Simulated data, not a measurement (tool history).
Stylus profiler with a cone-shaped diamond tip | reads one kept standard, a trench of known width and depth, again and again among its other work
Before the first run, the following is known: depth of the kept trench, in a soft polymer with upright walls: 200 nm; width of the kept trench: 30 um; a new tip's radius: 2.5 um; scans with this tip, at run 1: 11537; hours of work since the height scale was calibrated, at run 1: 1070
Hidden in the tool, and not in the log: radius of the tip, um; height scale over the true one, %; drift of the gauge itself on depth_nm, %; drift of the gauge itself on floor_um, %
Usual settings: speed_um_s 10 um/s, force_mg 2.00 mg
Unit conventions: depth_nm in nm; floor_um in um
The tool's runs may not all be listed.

| run | hour | speed_um_s | force_mg | scans with this tip | hours of work since the height scale was calibrated | depth_nm | floor_um |
|---|---|---|---|---|---|---|---|
| 1 | 0.0 | 10 | 2.00 | 11537 | 1070 | 202.50 | 27.27 |
| 2 | 28.4 | 10 | 2.00 | 11733 | 1088 | 202.49 | 27.26 |
| 3 | 75.7 | 10 | 2.00 | 12058 | 1119 | 202.40 | 27.22 |
| 4 | 117.8 | 10 | 2.00 | 12347 | 1145 | 202.50 | 27.26 |
| 5 | 145.0 | 10 | 2.00 | 12534 | 1163 | 202.48 | 27.25 |
|  | 157.8 | new tip fitted, height scale calibrated |
| 6 | 198.1 | 6 | 2.00 | 277 | 26 | 202.65 | 28.04 |
| 7 | 238.7 | 6 | 2.00 | 555 | 52 | 202.87 | 28.00 |
| 8 | 277.6 | 6 | 2.00 | 823 | 76 | 202.59 | 27.98 |
| 9 | 302.5 | 10 | 2.00 | 994 | 92 | 202.65 | 27.99 |
| 10 | 356.8 | 10 | 2.00 | 1368 | 127 | 202.72 | 27.96 |
| 11 | 412.8 | 32 | 2.00 | 1752 | 163 | 202.64 | 27.85 |
| 12 | 446.5 | 10 | 2.74 | 1984 | 184 | 203.34 | 27.91 |
| 13 | 481.8 | 10 | 2.74 | 2227 | 207 | 203.34 | 27.83 |
| 14 | 510.4 | 10 | 2.74 | 2424 | 225 | 203.33 | 27.83 |
| 15 | 539.0 | 10 | 2.74 | 2620 | 243 | 203.30 | 27.85 |
| 16 | 592.2 | 10 | 2.74 | 2986 | 277 | 203.26 | 27.84 |
| 17 | 626.4 | 10 | 2.74 | 3221 | 299 | 203.30 | 27.85 |
| 18 | 670.0 | 24 | 2.74 | 3521 | 327 | 203.23 | 27.75 |
| 19 | 697.8 | 31 | 1.65 | 3712 | 344 | 202.31 | 27.70 |
| 20 | 733.1 | 31 | 1.65 | 3955 | 367 | 202.24 | 27.63 |
| 21 | 791.5 | 10 | 3.60 | 4357 | 404 | 203.94 | 27.73 |
| 22 | 846.1 | 6 | 5.39 | 4732 | 439 | 205.12 | 27.70 |
| 23 | 905.2 | 26 | 2.06 | 5138 | 477 | 202.69 | 27.64 |

What does the tool deliver on the next run?
| 24 | 938.1 | 26 | 2.06 | 5364 | 498 | ? | ? |

depth_nm: 202.55 nm
floor_um: 27.68 um
On a tool with no hidden condition, and with the same random variation, this run would have come out at depth_nm 202.67 nm, floor_um 28.02 um.

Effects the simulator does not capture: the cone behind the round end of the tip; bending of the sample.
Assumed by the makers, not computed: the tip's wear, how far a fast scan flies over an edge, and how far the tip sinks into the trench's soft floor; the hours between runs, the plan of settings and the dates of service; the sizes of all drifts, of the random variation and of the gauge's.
